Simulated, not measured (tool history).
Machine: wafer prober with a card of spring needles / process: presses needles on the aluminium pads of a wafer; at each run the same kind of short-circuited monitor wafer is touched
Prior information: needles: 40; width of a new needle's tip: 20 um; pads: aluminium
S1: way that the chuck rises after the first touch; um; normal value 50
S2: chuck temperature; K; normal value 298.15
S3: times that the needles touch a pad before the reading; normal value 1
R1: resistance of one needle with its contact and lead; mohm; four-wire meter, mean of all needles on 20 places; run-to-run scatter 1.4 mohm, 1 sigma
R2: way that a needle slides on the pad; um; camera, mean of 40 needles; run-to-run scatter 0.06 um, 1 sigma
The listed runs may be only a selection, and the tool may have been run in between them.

| run | day | S1 | S2 | S3 | R1 | R2 |
|---|---|---|---|---|---|---|
| 1 | 0.000 | 50 | 298.15 | 1 | 128 | 7.15 |
|  | 0.175 | tips cleaned on abrasive film |
| 2 | 0.258 | 50 | 298.15 | 1 | 129 | 7.27 |
|  | 0.454 | tips cleaned on abrasive film |
| 3 | 0.696 | 50 | 298.15 | 1 | 138 | 7.19 |
|  | 0.733 | tips cleaned on abrasive film |
|  | 1.012 | tips cleaned on abrasive film |
|  | 1.267 | tips cleaned on abrasive film |
| 4 | 1.283 | 50 | 298.15 | 1 | 121 | 7.21 |
|  | 1.567 | tips cleaned on abrasive film |
|  | 1.850 | tips cleaned on abrasive film |
| 5 | 1.867 | 50 | 298.15 | 1 | 121 | 7.12 |
|  | 2.142 | tips cleaned on abrasive film |
| 6 | 2.321 | 50 | 298.15 | 1 | 137 | 7.11 |
|  | 2.400 | tips cleaned on abrasive film |
|  | 2.658 | tips cleaned on abrasive film |
| 7 | 2.658 | 50 | 298.15 | 1 | 121 | 7.12 |
|  | 2.917 | tips cleaned on abrasive film |
|  | 3.192 | tips cleaned on abrasive film |
| 8 | 3.238 | 50 | 298.15 | 1 | 123 | 7.09 |
|  | 3.475 | tips cleaned on abrasive film |
|  | 3.738 | tips cleaned on abrasive film |
| 9 | 3.808 | 50 | 298.15 | 1 | 128 | 7.21 |
|  | 4.021 | tips cleaned on abrasive film |
|  | 4.312 | tips cleaned on abrasive film |
| 10 | 4.404 | 50 | 298.15 | 1 | 131 | 7.02 |
|  | 4.571 | tips cleaned on abrasive film |
| 11 | 4.667 | 53 | 298.15 | 1 | 126 | 7.61 |
|  | 4.858 | tips cleaned on abrasive film |
|  | 5.142 | tips cleaned on abrasive film |
| 12 | 5.262 | 50 | 304.15 | 1 | 133 | 7.08 |
|  | 5.417 | tips cleaned on abrasive film |
|  | 5.688 | tips cleaned on abrasive film |
| 13 | 5.729 | 50 | 304.15 | 1 | 125 | 7.09 |
|  | 5.983 | tips cleaned on abrasive film |
| 14 | 6.042 | 33 | 330.15 | 2 | 136 | 4.54 |
|  | 6.283 | tips cleaned on abrasive film |
| 15 | 6.354 | 33 | 330.15 | 2 | 142 | 4.50 |
|  | 6.558 | tips cleaned on abrasive film |
| 16 | 6.733 | 33 | 330.15 | 2 | 150 | 4.43 |
|  | 6.829 | tips cleaned on abrasive film |
|  | 7.088 | tips cleaned on abrasive film |
| 17 | 7.304 | 33 | 298.15 | 3 | 141 | 4.47 |
|  | 7.346 | tips cleaned on abrasive film |
|  | 7.629 | tips cleaned on abrasive film |
| 18 | 7.638 | 46 | 298.15 | 1 | 126 | 6.51 |
|  | 7.900 | tips cleaned on abrasive film |
| 19 | 7.988 | 45 | 313.15 | 2 | 130 | 6.26 |
|  | 8.162 | tips cleaned on abrasive film |
| 20 | 8.354 | 45 | 313.15 | 2 | 135 | 6.22 |
|  | 8.442 | tips cleaned on abrasive film |
|  | 8.725 | tips cleaned on abrasive film |
| 21 | 8.929 | 57 | 303.15 | 2 | 127 | 7.99 |
|  | 8.979 | tips cleaned on abrasive film |
|  | 9.242 | tips cleaned on abrasive film |
| 22 | 9.475 | 57 | 303.15 | 2 | 128 | 8.04 |
|  | 9.525 | tips cleaned on abrasive film |
|  | 9.783 | tips cleaned on abrasive film |
| 23 | 9.788 | 56 | 302.15 | 2 | 117 | 7.92 |
|  | 10.038 | tips cleaned on abrasive film |
| 24 | 10.154 | 50 | 298.15 | 3 | 122 | 6.89 |
|  | 10.317 | tips cleaned on abrasive film |
| 25 | 10.525 | 62 | 342.15 | 3 | 126 | 8.64 |

Consider 5 possible next runs. They are alternatives, not a sequence: every one starts from the tool as it was left by run 25. What does each give?
|  | 10.596 | tips cleaned on abrasive film |
|  | 10.892 | tips cleaned on abrasive film |
| A | 11.117 | 65 | 383.15 | 3 | ? | ? |
|  | 10.596 | tips cleaned on abrasive film |
|  | 10.892 | tips cleaned on abrasive film |
| B | 11.117 | 61 | 365.15 | 2 | ? | ? |
|  | 10.596 | tips cleaned on abrasive film |
|  | 10.892 | tips cleaned on abrasive film |
| C | 11.117 | 59 | 299.15 | 1 | ? | ? |
|  | 10.596 | tips cleaned on abrasive film |
|  | 10.892 | tips cleaned on abrasive film |
| D | 11.117 | 51 | 317.15 | 1 | ? | ? |
|  | 10.596 | tips cleaned on abrasive film |
|  | 10.892 | tips cleaned on abrasive film |
| E | 11.117 | 53 | 298.15 | 1 | ? | ? |

| run | R1 | R2 |
|---|---|---|
| A | 133 | 9.12 |
| B | 134 | 8.63 |
| C | 132 | 8.15 |
| D | 143 | 6.90 |
| E | 135 | 7.31 |
Stripped of hidden state, with their random variation kept, the same runs would have yielded:
| run | R1 | R2 |
|---|---|---|
| A | 128 | 9.72 |
| B | 126 | 9.23 |
| C | 116 | 8.75 |
| D | 122 | 7.49 |
| E | 116 | 7.91 |
